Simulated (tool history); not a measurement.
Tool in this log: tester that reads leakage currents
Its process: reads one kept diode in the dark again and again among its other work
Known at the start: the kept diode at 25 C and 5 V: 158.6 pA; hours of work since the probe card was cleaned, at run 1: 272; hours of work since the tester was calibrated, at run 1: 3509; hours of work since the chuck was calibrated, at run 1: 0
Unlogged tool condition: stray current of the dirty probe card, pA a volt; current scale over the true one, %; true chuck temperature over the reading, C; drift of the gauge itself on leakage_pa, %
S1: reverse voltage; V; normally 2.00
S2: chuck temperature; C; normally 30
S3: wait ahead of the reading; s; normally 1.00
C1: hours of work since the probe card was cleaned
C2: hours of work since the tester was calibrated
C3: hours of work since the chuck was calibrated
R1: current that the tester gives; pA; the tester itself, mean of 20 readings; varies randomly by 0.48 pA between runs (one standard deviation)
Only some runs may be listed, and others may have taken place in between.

run	hour	S1	S2	S3	C1	C2	C3	R1
1	0.0	2.00	30	1.00	272	3509	0	158.12
2	117.6	2.00	30	1.00	321	3558	49	159.80
3	330.7	2.00	35	1.00	410	3648	139	253.75
4	473.1	2.00	30	1.10	470	3707	198	164.32
5	702.3	2.00	30	1.00	566	3804	295	166.48
6	822.2	2.00	30	1.00	616	3854	345	168.01
7	989.7	2.00	30	1.00	687	3924	415	170.98
8	1122.3	2.00	30	1.00	742	3980	471	171.37
# hour 1139.7: tester calibrated
9	1276.0	2.00	30	1.00	806	57	534	174.67
10	1429.9	2.00	30	1.00	870	122	599	176.56
11	1630.8	2.00	36	1.00	955	206	683	305.29
12	1870.9	2.00	36	1.00	1055	307	784	310.60
13	2008.9	3.05	25	0.92	1113	364	842	146.36
# hour 2037.2: probe card cleaned and baked
14	2174.1	3.02	57	9.48	57	433	910	2174.18
# hour 2235.4: tester calibrated, once more
15	2362.3	3.02	57	9.48	136	53	988	2151.76
16	2574.8	2.00	30	0.40	225	142	1077	186.89
17	2751.1	2.46	38	0.64	299	216	1151	423.69
# hour 2871.1: chuck's temperature calibrated
18	2976.8	14.43	46	0.46	392	310	44	1817.69
19	3168.5	1.28	50	6.94	473	390	125	723.06
20	3297.5	2.00	59	7.81	527	445	179	1856.00
21	3470.9	2.00	59	7.81	600	517	252	1872.90
22	3641.3	2.00	59	1.04	671	589	323	1893.93

What if the next run were any one of these 5? Each begins from the tool's condition after run 22:
A	3775.2	4.96	31	0.46	727	645	379	?
B	3775.2	1.21	30	6.30	727	645	379	?
C	3775.2	8.94	59	1.57	727	645	379	?
D	3775.2	2.00	34	0.47	727	645	379	?
E	3775.2	2.00	43	1.00	727	645	379	?

run	R1
A	302.22
B	130.83
C	4132.04
D	246.00
E	533.24
With the hidden condition removed and each run's random variation left untouched, the same runs would have given:
run	R1
A	279.72
B	121.26
C	3884.30
D	228.59
E	498.02

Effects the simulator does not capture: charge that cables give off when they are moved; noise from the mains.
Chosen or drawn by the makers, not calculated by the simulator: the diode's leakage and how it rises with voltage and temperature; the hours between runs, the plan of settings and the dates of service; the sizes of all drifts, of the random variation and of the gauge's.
